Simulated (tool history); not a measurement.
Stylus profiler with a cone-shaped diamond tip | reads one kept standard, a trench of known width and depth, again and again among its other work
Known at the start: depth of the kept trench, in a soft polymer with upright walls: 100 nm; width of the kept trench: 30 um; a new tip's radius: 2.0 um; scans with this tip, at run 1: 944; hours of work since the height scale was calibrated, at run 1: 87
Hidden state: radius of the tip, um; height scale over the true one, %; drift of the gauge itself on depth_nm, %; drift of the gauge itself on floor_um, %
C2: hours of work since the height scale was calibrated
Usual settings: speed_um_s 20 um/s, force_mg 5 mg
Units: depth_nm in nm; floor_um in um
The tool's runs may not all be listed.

{"run": 1, "hour": 0.0, "speed_um_s": 20, "force_mg": 5, "scans with this tip": 944, "C2": 87, "depth_nm": 102.11, "floor_um": 28.6}
{"run": 2, "hour": 6.9, "speed_um_s": 20, "force_mg": 5, "scans with this tip": 1001, "C2": 92, "depth_nm": 102.18, "floor_um": 28.55}
{"run": 3, "hour": 18.7, "speed_um_s": 12, "force_mg": 5, "scans with this tip": 1098, "C2": 101, "depth_nm": 102.07, "floor_um": 28.63}
{"run": 4, "hour": 27.5, "speed_um_s": 12, "force_mg": 5, "scans with this tip": 1171, "C2": 107, "depth_nm": 102.08, "floor_um": 28.58}
{"run": 5, "hour": 39.6, "speed_um_s": 20, "force_mg": 5, "scans with this tip": 1271, "C2": 117, "depth_nm": 102.12, "floor_um": 28.64}
{"run": 6, "hour": 55.5, "speed_um_s": 20, "force_mg": 5, "scans with this tip": 1402, "C2": 129, "depth_nm": 102.22, "floor_um": 28.54}
{"run": 7, "hour": 69.4, "speed_um_s": 20, "force_mg": 5, "scans with this tip": 1517, "C2": 139, "depth_nm": 102.04, "floor_um": 28.57}
{"run": 8, "hour": 85.2, "speed_um_s": 20, "force_mg": 5, "scans with this tip": 1647, "C2": 151, "depth_nm": 102.07, "floor_um": 28.57}
{"run": 9, "hour": 95.2, "speed_um_s": 20, "force_mg": 5, "scans with this tip": 1730, "C2": 159, "depth_nm": 102.12, "floor_um": 28.59}
{"run": 10, "hour": 109.3, "speed_um_s": 20, "force_mg": 5, "scans with this tip": 1846, "C2": 169, "depth_nm": 102.11, "floor_um": 28.54}
{"run": 11, "hour": 122.4, "speed_um_s": 8, "force_mg": 6.09, "scans with this tip": 1954, "C2": 179, "depth_nm": 102.4, "floor_um": 28.62}
{"run": 12, "hour": 136.2, "speed_um_s": 8, "force_mg": 6.09, "scans with this tip": 2068, "C2": 190, "depth_nm": 102.33, "floor_um": 28.62}
{"run": 13, "hour": 147.2, "speed_um_s": 12, "force_mg": 5.84, "scans with this tip": 2159, "C2": 198, "depth_nm": 102.44, "floor_um": 28.57}

Run 14 comes next. What will it give?
{"hour": 148.4, "done": "height scale calibrated on a step standard"}
{"run": 14, "hour": 162.4, "speed_um_s": 12, "force_mg": 5.84, "scans with this tip": 2281, "C2": 11, "depth_nm": "?", "floor_um": "?"}

{"run 14": {"depth_nm": 102.26, "floor_um": 28.57}}
Without the tool's hidden state the same run would have given depth_nm 102.28 nm, floor_um 28.72 um.

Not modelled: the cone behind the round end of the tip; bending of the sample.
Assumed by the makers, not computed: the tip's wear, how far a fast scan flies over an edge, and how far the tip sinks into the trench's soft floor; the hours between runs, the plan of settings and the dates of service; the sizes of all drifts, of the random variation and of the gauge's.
